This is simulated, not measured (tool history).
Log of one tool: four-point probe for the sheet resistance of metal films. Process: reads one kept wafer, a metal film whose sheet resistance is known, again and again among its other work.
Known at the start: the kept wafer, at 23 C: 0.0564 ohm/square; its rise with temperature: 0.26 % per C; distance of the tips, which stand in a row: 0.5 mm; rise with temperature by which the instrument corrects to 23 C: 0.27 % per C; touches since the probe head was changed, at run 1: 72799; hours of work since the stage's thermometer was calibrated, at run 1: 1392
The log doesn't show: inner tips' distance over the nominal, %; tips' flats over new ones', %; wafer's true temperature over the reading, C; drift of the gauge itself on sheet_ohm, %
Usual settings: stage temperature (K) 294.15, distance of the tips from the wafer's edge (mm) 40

run     day  stage temperature (K)  distance of the tips from the wafer's edge (mm)  touches since the probe head was changed  hours of work since the stage's thermometer was calibrated  sheet resistance as the instrument gives it (ohm/square)
  1   0.000                 294.15                                               40                                     72799                                                        1392                                                  0.056549
  2   1.796                 294.15                                               40                                     73702                                                        1420                                                  0.056546
  3   3.567                 294.15                                               40                                     74594                                                        1448                                                  0.056575
  4   5.646                 294.15                                               40                                     75640                                                        1480                                                  0.056543
  5   8.821                 294.15                                               52                                     77237                                                        1529                                                  0.056551
  6  10.804                 294.15                                               52                                     78236                                                        1560                                                  0.056541
  7  14.733                 294.15                                               52                                     80213                                                        1621                                                  0.056539
  8  17.058                 294.15                                               52                                     81383                                                        1657                                                  0.056538
  9  19.242                 294.15                                               52                                     82481                                                        1691                                                  0.056544
 10  22.662                 294.15                                               52                                     84202                                                        1745                                                  0.056516
 11  24.483                 294.15                                               52                                     85119                                                        1773                                                  0.056536
 12  26.738                 294.15                                               52                                     86254                                                        1808                                                  0.056500
 13  28.400                 294.15                                               18                                     87089                                                        1834                                                  0.056538
 14  32.371                 294.15                                               18                                     89088                                                        1896                                                  0.056545
 15  34.658                 294.15                                               18                                     90239                                                        1931                                                  0.056522
 16  38.717                 294.15                                               18                                     92282                                                        1994                                                  0.056509
 17  42.746                 294.15                                               18                                     94308                                                        2057                                                  0.056507
 18  45.812                 294.15                                               18                                     95852                                                        2105                                                  0.056503
 19  49.212                 294.15                                               39                                     97563                                                        2157                                                  0.056502
 20  51.408                 294.15                                               39                                     98668                                                        2192                                                  0.056489
     51.629  -- stage's thermometer calibrated
 21  53.283                 294.15                                                6                                     99601                                                          26                                                  0.056684
 22  56.579                 294.15                                               40                                    101260                                                          77                                                  0.056473
 23  58.342                 294.15                                               40                                    102145                                                         104                                                  0.056468
     60.408  -- stage's thermometer calibrated, once more
 24  62.333                 294.15                                               40                                    104143                                                          30                                                  0.056509
 25  65.488                 294.15                                               40                                    105730                                                          79                                                  0.056502
 26  68.188                 294.15                                               40                                    107089                                                         121                                                  0.056495
 27  70.017                 296.15                                                8                                    108009                                                         149                                                  0.056617
 28  71.996                 297.15                                                7                                    109006                                                         180                                                  0.056625
 29  73.762                 293.15                                                7                                    109895                                                         208                                                  0.056663
 30  77.621                 293.15                                                7                                    111836                                                         268                                                  0.056637
 31  79.400                 293.15                                                7                                    112732                                                         295                                                  0.056622
 32  82.504                 292.15                                               45                                    114293                                                         344                                                  0.056503
 33  86.079                 306.15                                               48                                    116092                                                         399                                                  0.056367

Run 34 comes next. What will it give?
 34  90.029                 306.15                                               48                                    118081                                                         461                                                         ?

sheet resistance as the instrument gives it (ohm/square): 0.056342
Without the tool's hidden state the same run would have given sheet resistance as the instrument gives it (ohm/square) 0.056300.

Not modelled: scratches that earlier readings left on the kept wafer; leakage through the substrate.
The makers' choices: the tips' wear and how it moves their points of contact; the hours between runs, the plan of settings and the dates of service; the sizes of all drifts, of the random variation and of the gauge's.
